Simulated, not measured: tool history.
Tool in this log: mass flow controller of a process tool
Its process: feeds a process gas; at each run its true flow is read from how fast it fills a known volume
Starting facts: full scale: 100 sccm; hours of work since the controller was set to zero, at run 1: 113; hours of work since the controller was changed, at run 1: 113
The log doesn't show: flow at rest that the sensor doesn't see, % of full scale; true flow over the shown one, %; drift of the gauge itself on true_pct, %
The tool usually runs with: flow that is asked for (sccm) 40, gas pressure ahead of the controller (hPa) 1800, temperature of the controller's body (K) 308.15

run	hour	flow that is asked for (sccm)	gas pressure ahead of the controller (hPa)	temperature of the controller's body (K)	hours of work since the controller was set to zero	hours of work since the controller was changed	true flow (%)
1	0.0	40	1800	308.15	113	113	97.76
2	96.8	49	1800	308.15	177	177	97.96
3	245.3	49	1800	308.15	277	277	97.97
4	436.3	49	1800	308.15	405	405	97.88
5	583.4	49	1800	308.15	503	503	98.00
6	787.6	49	1800	308.15	640	640	98.13
7	928.4	49	1800	308.15	734	734	97.94
8	1151.0	49	1800	308.15	883	883	98.19
9	1373.8	49	1800	308.15	1032	1032	98.19
10	1516.5	56	1940	311.15	1128	1128	98.00
11	1707.3	59	1800	302.15	1255	1255	99.20

What will run 12 give?
12	1828.6	18	2240	303.15	1336	1336	?

{"run 12": {"true flow (%)": 97.43}}
Without the tool's hidden state the same run would have given true flow (%) 97.35.
